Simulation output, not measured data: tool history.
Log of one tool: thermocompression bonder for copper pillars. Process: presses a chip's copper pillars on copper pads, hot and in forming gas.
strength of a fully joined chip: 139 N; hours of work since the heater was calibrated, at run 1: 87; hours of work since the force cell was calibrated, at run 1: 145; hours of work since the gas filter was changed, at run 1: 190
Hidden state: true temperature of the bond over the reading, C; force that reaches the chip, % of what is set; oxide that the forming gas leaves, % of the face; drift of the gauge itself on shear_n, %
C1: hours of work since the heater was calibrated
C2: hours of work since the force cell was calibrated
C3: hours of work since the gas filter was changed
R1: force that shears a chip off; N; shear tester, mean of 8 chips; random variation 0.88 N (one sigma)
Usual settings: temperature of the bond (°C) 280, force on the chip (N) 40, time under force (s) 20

run 1 hour=0.0 | temperature_of_the_bond_(°C)=280 force_on_the_chip_(N)=40 time_under_force_(s)=20 | C1=87 C2=145 C3=190 | R1=85.7
run 2 hour=28.0 | temperature_of_the_bond_(°C)=280 force_on_the_chip_(N)=44 time_under_force_(s)=20 | C1=104 C2=162 C3=206 | R1=91.1
run 3 hour=81.5 | temperature_of_the_bond_(°C)=280 force_on_the_chip_(N)=40 time_under_force_(s)=14 | C1=135 C2=193 C3=237 | R1=74.8
run 4 hour=119.3 | temperature_of_the_bond_(°C)=280 force_on_the_chip_(N)=40 time_under_force_(s)=14 | C1=157 C2=215 C3=259 | R1=74.3
-- hour=132.0 forming gas filter changed
run 5 hour=152.9 | temperature_of_the_bond_(°C)=280 force_on_the_chip_(N)=45 time_under_force_(s)=20 | C1=176 C2=234 C3=12 | R1=97.7
run 6 hour=192.0 | temperature_of_the_bond_(°C)=280 force_on_the_chip_(N)=45 time_under_force_(s)=20 | C1=199 C2=257 C3=35 | R1=96.4
run 7 hour=214.9 | temperature_of_the_bond_(°C)=280 force_on_the_chip_(N)=45 time_under_force_(s)=20 | C1=212 C2=270 C3=48 | R1=96.6
run 8 hour=260.1 | temperature_of_the_bond_(°C)=293 force_on_the_chip_(N)=28 time_under_force_(s)=20 | C1=239 C2=297 C3=75 | R1=70.4
run 9 hour=302.5 | temperature_of_the_bond_(°C)=259 force_on_the_chip_(N)=33 time_under_force_(s)=20 | C1=264 C2=322 C3=100 | R1=61.6
run 10 hour=351.3 | temperature_of_the_bond_(°C)=259 force_on_the_chip_(N)=41 time_under_force_(s)=14 | C1=292 C2=350 C3=128 | R1=67.5
-- hour=356.8 force cell calibrated
run 11 hour=397.3 | temperature_of_the_bond_(°C)=276 force_on_the_chip_(N)=25 time_under_force_(s)=16 | C1=318 C2=24 C3=154 | R1=46.8
run 12 hour=452.9 | temperature_of_the_bond_(°C)=276 force_on_the_chip_(N)=25 time_under_force_(s)=16 | C1=351 C2=56 C3=186 | R1=47.2
run 13 hour=494.0 | temperature_of_the_bond_(°C)=276 force_on_the_chip_(N)=25 time_under_force_(s)=16 | C1=375 C2=80 C3=210 | R1=46.8
-- hour=501.4 force cell calibrated, once more
run 14 hour=533.4 | temperature_of_the_bond_(°C)=266 force_on_the_chip_(N)=40 time_under_force_(s)=13 | C1=397 C2=19 C3=233 | R1=68.0

Forecast each of these 3 alternatives for the next run:
run A hour=559.4 | temperature_of_the_bond_(°C)=266 force_on_the_chip_(N)=38 time_under_force_(s)=13 | C1=412 C2=34 C3=248 | R1=?
run B hour=559.4 | temperature_of_the_bond_(°C)=288 force_on_the_chip_(N)=37 time_under_force_(s)=13 | C1=412 C2=34 C3=248 | R1=?
run C hour=559.4 | temperature_of_the_bond_(°C)=291 force_on_the_chip_(N)=33 time_under_force_(s)=22 | C1=412 C2=34 C3=248 | R1=?

run=A R1=63.0
run=B R1=75.0
run=C R1=80.9
Without the tool's hidden state the same runs would have given:
run=A R1=65.5
run=B R1=78.3
run=C R1=84.6
